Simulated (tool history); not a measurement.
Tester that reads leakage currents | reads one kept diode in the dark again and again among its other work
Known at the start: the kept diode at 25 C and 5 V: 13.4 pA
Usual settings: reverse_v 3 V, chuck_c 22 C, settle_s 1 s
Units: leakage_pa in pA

run	day	reverse_v	chuck_c	settle_s	leakage_pa
1	0	3	22	1	15.9
2	3.529	3	22	1	16.14
3	10.446	1.1	22	1	8.8
4	16.083	8.18	22	1	34.25
5	20.708	16.73	22	1	61.39
6	25.908	3	52	1	88.39
7	31.454	3	52	1	88.37
8	37.667	3	52	1	88.8
# day 38.217: probe card cleaned and baked
# day 42.008: chuck's temperature calibrated
9	43.875	3	52	1	75.11
10	49.129	3	52	1	75.34
11	55.533	3	22	1	9.97
12	59.462	3	22	1	10.05
13	63.367	1.01	22	1	6.13
14	68.146	1.01	22	1	6.14
15	75.3	1.01	22	1	6.28
16	79.8	1.01	22	1	6.4
17	83.454	1.01	22	1	6.35
18	88.971	1.01	22	1	6.48
19	95.529	10.39	22	1	24.98
20	100.358	1.12	22	0.33	7.56
21	106.517	1.61	40	2.76	28.27
22	113.021	1.61	41	2.76	30.48
23	118.725	3.95	25	1.07	18.03
24	122.971	4.81	21	9.81	16.19
25	127.071	19.96	52	9.74	197.96
26	132.271	19.96	52	9.74	202.09
27	136.683	19.96	52	9.74	202.07
28	139.9	19.96	52	9.74	204.35
29	145.362	19.96	26	6.06	58.06
30	148.6	13.62	28	1.83	50.06
31	154.758	1.01	22	5.33	7.62
32	161.904	4.08	35	0.78	36.56
33	167.875	4.08	35	0.78	37.04
# day 171.471: chuck's temperature calibrated
34	174.304	4.08	35	0.78	34.58
35	179.217	3	20	0.91	13.66
36	186.35	3	20	0.91	13.94
37	192.675	3	50	0.9	72.65

Some steps in leakage_pa between neighbouring runs. How much of each would the tool show without its hidden state too (settings, what came in, random variation), and how much is left for the hidden state, with any gauge scatter that isn't in both results?
The hidden state here: stray current of the dirty probe card, pA a volt; current scale over the true one, %; true chuck temperature over the reading, C; drift of the gauge itself on leakage_pa, %.
Run 4 -> 5: reverse_v 8.18 -> 16.73. leakage_pa +27.14 pA: hidden state +20.91, all else +6.23.
Run 5 -> 6: reverse_v 16.73 -> 3, chuck_c 22 -> 52. leakage_pa +27 pA: hidden state -26.82, all else +53.82.
Run 10 -> 11: chuck_c 52 -> 22. leakage_pa -65.37 pA: hidden state -0.57, all else -64.8.
Run 24 -> 25: reverse_v 4.81 -> 19.96, chuck_c 21 -> 52, settle_s 9.81 -> 9.74. leakage_pa +181.77 pA: hidden state +29.24, all else +152.53.
Run 28 -> 29: chuck_c 52 -> 26, settle_s 9.74 -> 6.06. leakage_pa -146.29 pA: hidden state -9.64, all else -136.65.
